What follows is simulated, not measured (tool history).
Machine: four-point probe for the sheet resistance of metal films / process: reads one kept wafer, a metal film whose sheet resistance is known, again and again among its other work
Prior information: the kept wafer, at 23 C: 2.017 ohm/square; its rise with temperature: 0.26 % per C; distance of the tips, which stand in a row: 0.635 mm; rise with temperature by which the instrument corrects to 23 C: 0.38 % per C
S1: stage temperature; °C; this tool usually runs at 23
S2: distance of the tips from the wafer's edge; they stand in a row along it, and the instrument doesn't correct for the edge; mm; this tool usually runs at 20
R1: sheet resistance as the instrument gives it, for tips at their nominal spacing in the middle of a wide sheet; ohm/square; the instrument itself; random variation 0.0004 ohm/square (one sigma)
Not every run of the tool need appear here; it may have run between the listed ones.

Run 1, hour 0: usual settings. Result: R1 2.009465 ohm/square.
Run 2, hour 40.3: usual settings but S1 25 °C. Result: R1 2.005154 ohm/square.
Run 3, hour 69.6: usual settings but S1 25 °C. Result: R1 2.00382 ohm/square.
Run 4, hour 118.9: usual settings but S1 25 °C. Result: R1 2.004117 ohm/square.
Run 5, hour 154.2: usual settings but S1 25 °C. Result: R1 2.003844 ohm/square.
Run 6, hour 204.1: usual settings but S1 25 °C. Result: R1 2.002252 ohm/square.
Run 7, hour 237.6: usual settings but S1 25 °C. Result: R1 2.002557 ohm/square.
Run 8, hour 282.2: usual settings but S1 25 °C. Result: R1 2.002586 ohm/square.
Run 9, hour 303.3: usual settings but S1 25 °C. Result: R1 2.002451 ohm/square.
Run 10, hour 353.2: usual settings but S2 17 mm. Result: R1 2.007797 ohm/square.
Run 11, hour 397.4: usual settings but S2 58 mm. Result: R1 2.005614 ohm/square.
Run 12, hour 448.7: usual settings but S2 58 mm. Result: R1 2.006017 ohm/square.
Run 13, hour 495.6: usual settings but S2 58 mm. Result: R1 2.005017 ohm/square.
Run 14, hour 536.1: usual settings but S2 58 mm. Result: R1 2.005333 ohm/square.
Run 15, hour 574.4: usual settings but S2 58 mm. Result: R1 2.005382 ohm/square.
Run 16, hour 598.1: usual settings but S2 58 mm. Result: R1 2.004901 ohm/square.
Run 17, hour 622.4: usual settings but S2 58 mm. Result: R1 2.003918 ohm/square.
Run 18, hour 659.2: usual settings but S2 9 mm. Result: R1 2.008889 ohm/square.
Run 19, hour 685.5: usual settings but S2 5 mm. Result: R1 2.020936 ohm/square.
Run 20, hour 727.9: usual settings but S2 5 mm. Result: R1 2.020304 ohm/square.
Run 21, hour 761.8: usual settings but S2 5 mm. Result: R1 2.020505 ohm/square.
Run 22, hour 800.9: usual settings but S2 5 mm. Result: R1 2.020869 ohm/square.
Run 23, hour 823.7: usual settings but S1 22 °C. Result: R1 2.006665 ohm/square.
Run 24, hour 868.8: usual settings but S1 31 °C, S2 4 mm. Result: R1 2.010785 ohm/square.
Run 25, hour 902.2: usual settings but S1 20 °C, S2 5 mm. Result: R1 2.026744 ohm/square.
Run 26, hour 945.3: usual settings but S1 35 °C, S2 27 mm. Result: R1 1.97486 ohm/square.
Run 27, hour 995.1: usual settings but S1 35 °C, S2 34 mm. Result: R1 1.974485 ohm/square.

For run 28, what comes out?
Run 28, hour 1035.1: usual settings but S1 24 °C, S2 34 mm. Result: R1 ?.

R1: 1.999468 ohm/square
With the hidden condition absent and the run-to-run variation left alone, this run would have shown R1 2.015099 ohm/square.
